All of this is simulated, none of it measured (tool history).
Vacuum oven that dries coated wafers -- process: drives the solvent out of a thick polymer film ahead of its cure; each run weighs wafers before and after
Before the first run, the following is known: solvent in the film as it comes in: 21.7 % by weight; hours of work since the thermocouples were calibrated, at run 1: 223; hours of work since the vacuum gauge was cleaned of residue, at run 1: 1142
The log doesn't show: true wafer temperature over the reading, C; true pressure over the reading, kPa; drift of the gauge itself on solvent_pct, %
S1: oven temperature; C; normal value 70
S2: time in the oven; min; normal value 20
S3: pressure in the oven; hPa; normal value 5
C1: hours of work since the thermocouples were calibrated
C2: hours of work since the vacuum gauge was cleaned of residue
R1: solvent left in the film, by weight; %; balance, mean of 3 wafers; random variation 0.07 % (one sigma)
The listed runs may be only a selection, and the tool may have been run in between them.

| run | hour | S1 | S2 | S3 | C1 | C2 | R1 |
|---|---|---|---|---|---|---|---|
| 1 | 0 | 70 | 20 | 5 | 223 | 1142 | 5.21 |
| 2 | 35.9 | 70 | 20 | 4.42 | 238 | 1158 | 5.26 |
| 3 | 72.4 | 65 | 20 | 4.42 | 254 | 1173 | 6.97 |
| 4 | 105.4 | 65 | 20 | 4.42 | 268 | 1187 | 6.88 |
| 5 | 176.1 | 65 | 20 | 4.42 | 298 | 1217 | 6.97 |
| 6 | 239 | 65 | 20 | 4.42 | 324 | 1244 | 7.09 |
| 7 | 310.3 | 65 | 20 | 4.42 | 355 | 1274 | 7.02 |
| 8 | 349.2 | 65 | 20 | 4.42 | 371 | 1290 | 7.08 |
| 9 | 382 | 70 | 20 | 5 | 385 | 1304 | 5.4 |
| 10 | 451 | 70 | 20 | 5 | 414 | 1333 | 5.36 |
| 11 | 513.8 | 70 | 20 | 5 | 441 | 1360 | 5.43 |
| 12 | 582.1 | 70 | 20 | 5 | 470 | 1389 | 5.7 |
| 13 | 616.8 | 70 | 20 | 5 | 485 | 1404 | 5.45 |
| 14 | 675.7 | 70 | 20 | 5 | 509 | 1429 | 5.4 |
| 15 | 744.8 | 70 | 16 | 5 | 539 | 1458 | 6.84 |
| 16 | 813.8 | 70 | 16 | 5 | 568 | 1487 | 6.94 |
| 17 | 867.4 | 70 | 20 | 5.23 | 591 | 1510 | 5.71 |
| 18 | 925.8 | 70 | 20 | 5.23 | 615 | 1535 | 5.73 |
| 19 | 991.3 | 70 | 18 | 5.23 | 643 | 1562 | 6.35 |
| 20 | 1025.2 | 70 | 20 | 5 | 658 | 1577 | 5.58 |
| 21 | 1075.5 | 70 | 20 | 5 | 679 | 1598 | 5.66 |
| 22 | 1113.6 | 70 | 20 | 5 | 695 | 1614 | 5.7 |
|  | 1165.8 | vacuum gauge cleaned of residue and calibrated |
| 23 | 1165.8 | 70 | 10 | 5 | 717 | 0 | 9.8 |
| 24 | 1236.8 | 60 | 14 | 5.71 | 747 | 30 | 10.83 |
| 25 | 1288.7 | 63 | 12 | 5 | 769 | 52 | 10.93 |
| 26 | 1341.9 | 61 | 35 | 5 | 791 | 75 | 5.16 |
| 27 | 1386.2 | 67 | 35 | 19.64 | 810 | 93 | 4.12 |
| 28 | 1415.7 | 67 | 35 | 19.64 | 822 | 106 | 4.1 |
|  | 1454.8 | oven's thermocouples calibrated |
| 29 | 1481.1 | 80 | 11 | 5 | 11 | 133 | 5.09 |
| 30 | 1552.4 | 70 | 28 | 6.26 | 41 | 163 | 2.94 |
| 31 | 1610.7 | 79 | 20 | 5 | 66 | 188 | 2.32 |
| 32 | 1682.8 | 70 | 18 | 2.92 | 97 | 218 | 5.35 |
| 33 | 1753 | 71 | 33 | 2.92 | 126 | 248 | 1.83 |
| 34 | 1808.2 | 66 | 13 | 4.95 | 150 | 271 | 8.84 |
| 35 | 1856.1 | 64 | 17 | 3.25 | 170 | 292 | 7.82 |
| 36 | 1909.2 | 79 | 15 | 4.36 | 193 | 314 | 3.89 |
| 37 | 1979.5 | 57 | 20 | 17.54 | 222 | 344 | 9.91 |

Predict the results of run 38:
| 38 | 2024.9 | 85 | 25 | 7.02 | 242 | 363 | ? |

{"run 38": {"R1": 0.68}}
On a tool with no hidden condition, and with the same random variation, this run would have come out at R1 0.65 %.

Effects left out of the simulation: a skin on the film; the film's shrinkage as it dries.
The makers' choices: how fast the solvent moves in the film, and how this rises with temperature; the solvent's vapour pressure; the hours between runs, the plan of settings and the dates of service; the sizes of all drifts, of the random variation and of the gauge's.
